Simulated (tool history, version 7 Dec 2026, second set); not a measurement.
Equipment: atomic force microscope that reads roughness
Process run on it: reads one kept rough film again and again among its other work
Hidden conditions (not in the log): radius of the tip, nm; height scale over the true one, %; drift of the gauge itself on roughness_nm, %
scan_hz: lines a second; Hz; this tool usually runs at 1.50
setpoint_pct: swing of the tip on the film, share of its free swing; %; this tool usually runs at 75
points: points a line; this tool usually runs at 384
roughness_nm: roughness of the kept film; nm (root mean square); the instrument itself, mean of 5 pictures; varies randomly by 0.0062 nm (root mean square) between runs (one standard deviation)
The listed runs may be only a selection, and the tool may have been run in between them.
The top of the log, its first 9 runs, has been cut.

run,hour,scan_hz,setpoint_pct,points,pictures with this tip,hours of work since the height scale was calibrated,roughness_nm
10,372.8,0.56,75,384,113,894,1.218
# hour 402.1: new tip fitted
11,406.6,0.56,75,384,9,919,1.276
12,441.7,1.50,75,384,77,944,1.170
# hour 491.1: new tip fitted
13,497.3,1.50,75,384,12,984,1.207
14,531.8,1.50,75,384,79,1009,1.176
# hour 536.4: height scale calibrated on a step standard
15,571.0,1.50,75,384,153,25,1.143
# hour 581.8: new tip fitted
16,600.3,1.50,75,384,36,46,1.209
17,653.6,1.50,75,384,139,84,1.163
# hour 670.1: new tip fitted
18,686.7,1.37,70,402,33,108,1.237
# hour 704.4: height scale calibrated on a step standard, once more
19,734.2,1.37,77,625,123,22,1.146
# hour 757.1: new tip fitted
20,781.0,1.37,77,625,46,55,1.175
21,808.6,0.71,59,576,100,75,1.237
# hour 843.9: new tip fitted
22,843.9,0.85,71,576,0,100,1.243
23,868.2,1.50,77,384,47,118,1.162
24,902.6,0.66,61,730,114,143,1.224
# hour 935.1: new tip fitted
25,951.1,0.82,75,621,31,178,1.243
26,983.8,0.82,75,621,95,201,1.202
# hour 1025.2: new tip fitted
27,1037.7,0.82,75,285,24,240,1.227
28,1080.8,1.50,75,813,108,271,1.158
29,1109.5,2.04,75,301,164,292,1.087
# hour 1113.4: new tip fitted
30,1165.6,1.50,66,384,102,332,1.202
# hour 1200.3: new tip fitted
31,1207.7,3.98,67,683,15,362,1.139
32,1247.0,3.98,67,851,91,391,1.106

Each row is a separate what-if for the run after 32, all from the same tool condition, not one after another. Results?
A,1271.1,0.85,71,270,138,408,?
B,1271.1,3.98,74,851,138,408,?
C,1271.1,1.01,67,956,138,408,?
D,1271.1,0.91,73,851,138,408,?

run,roughness_nm
A,1.186
B,1.030
C,1.195
D,1.188
With the hidden condition removed and each run's random variation left untouched, the same runs would have given:
run,roughness_nm
A,1.243
B,1.079
C,1.252
D,1.245

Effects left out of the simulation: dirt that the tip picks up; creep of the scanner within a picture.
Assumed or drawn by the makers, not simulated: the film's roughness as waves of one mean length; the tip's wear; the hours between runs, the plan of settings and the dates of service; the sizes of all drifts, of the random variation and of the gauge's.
